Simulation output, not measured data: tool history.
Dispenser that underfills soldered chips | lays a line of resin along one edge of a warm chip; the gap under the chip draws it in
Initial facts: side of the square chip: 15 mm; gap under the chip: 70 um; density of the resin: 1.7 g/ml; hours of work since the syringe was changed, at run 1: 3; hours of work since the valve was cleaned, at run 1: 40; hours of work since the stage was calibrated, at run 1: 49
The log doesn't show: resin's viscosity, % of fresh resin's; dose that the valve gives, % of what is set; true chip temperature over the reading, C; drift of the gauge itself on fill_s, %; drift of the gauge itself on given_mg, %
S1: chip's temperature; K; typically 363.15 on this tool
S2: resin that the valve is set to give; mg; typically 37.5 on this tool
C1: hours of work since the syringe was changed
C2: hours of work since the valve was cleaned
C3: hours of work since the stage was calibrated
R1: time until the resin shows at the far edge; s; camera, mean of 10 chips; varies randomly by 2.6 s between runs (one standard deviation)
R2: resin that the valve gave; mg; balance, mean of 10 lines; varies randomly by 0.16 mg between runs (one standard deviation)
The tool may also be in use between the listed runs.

Run 1, day 0: usual settings; C1 3; C2 40; C3 49. Result: R1 300.7 s, R2 36.05 mg.
Run 2, day 0.146: usual settings but S2 42.3 mg; C1 6; C2 43; C3 51. Result: R1 326.1 s, R2 40.96 mg.
At day 0.171: new syringe of resin.
Run 3, day 0.346: usual settings; C1 3; C2 46; C3 54. Result: R1 302.7 s, R2 35.96 mg.
At day 0.525: new syringe of resin.
Run 4, day 0.525: usual settings; C1 0; C2 49; C3 57. Result: R1 261.8 s, R2 35.65 mg.
Run 5, day 0.671: usual settings but S1 375.15 K; C1 2; C2 51; C3 60. Result: R1 190.8 s, R2 36.13 mg.
Run 6, day 0.858: usual settings but S1 348.15 K; C1 6; C2 54; C3 63. Result: R1 616.1 s, R2 35.74 mg.
At day 0.883: new syringe of resin.
Run 7, day 1.021: usual settings but S1 348.15 K; C1 2; C2 57; C3 66. Result: R1 519.5 s, R2 35.6 mg.
Run 8, day 1.2: usual settings but S1 357.15 K; C1 5; C2 60; C3 69. Result: R1 424.2 s, R2 35.73 mg.
At day 1.233: new syringe of resin.
Run 9, day 1.371: usual settings but S1 357.15 K; C1 2; C2 63; C3 71. Result: R1 367.7 s, R2 35.35 mg.
Run 10, day 1.554: usual settings but S1 357.15 K; C1 5; C2 66; C3 74. Result: R1 426.2 s, R2 35.59 mg.
At day 1.596: new syringe of resin.
Run 11, day 1.733: usual settings but S2 44.8 mg; C1 2; C2 69; C3 77. Result: R1 288.9 s, R2 42.38 mg.
Run 12, day 1.829: usual settings but S2 39.8 mg; C1 4; C2 70; C3 79. Result: R1 316.2 s, R2 37.37 mg.
At day 1.946: new syringe of resin.
Run 13, day 1.954: usual settings but S2 43.4 mg; C1 0; C2 72; C3 81. Result: R1 265.2 s, R2 40.82 mg.
Run 14, day 2.054: usual settings but S1 368.15 K, S2 48.8 mg; C1 2; C2 74; C3 82. Result: R1 239.2 s, R2 45.86 mg.
Run 15, day 2.221: usual settings but S1 349.15 K, S2 48.8 mg; C1 5; C2 77; C3 85. Result: R1 548.4 s, R2 45.8 mg.
At day 2.304: new syringe of resin.
Run 16, day 2.396: usual settings but S1 368.15 K, S2 34.5 mg; C1 2; C2 79; C3 88. Result: R1 251.9 s, R2 32.04 mg.
Run 17, day 2.529: usual settings but S1 364.15 K, S2 34.8 mg; C1 4; C2 82; C3 90. Result: R1 313.8 s, R2 32.07 mg.
Run 18, day 2.629: usual settings but S1 364.15 K, S2 37 mg; C1 6; C2 83; C3 92. Result: R1 336 s, R2 34.35 mg.
At day 2.658: new syringe of resin.
Run 19, day 2.821: usual settings but S1 364.15 K, S2 37 mg; C1 3; C2 86; C3 95. Result: R1 296.9 s, R2 34.03 mg.

Run 20 comes next. What will it give?
At day 3.008: new syringe of resin.
Run 20, day 3.008: usual settings but S1 364.15 K, S2 37 mg; C1 0; C2 89; C3 98. Result: R1 ?, R2 ?.

R1: 261.6 s
R2: 34.2 mg
Had the tool carried no hidden state, the very same run would have given R1 251.2 s, R2 37.03 mg.

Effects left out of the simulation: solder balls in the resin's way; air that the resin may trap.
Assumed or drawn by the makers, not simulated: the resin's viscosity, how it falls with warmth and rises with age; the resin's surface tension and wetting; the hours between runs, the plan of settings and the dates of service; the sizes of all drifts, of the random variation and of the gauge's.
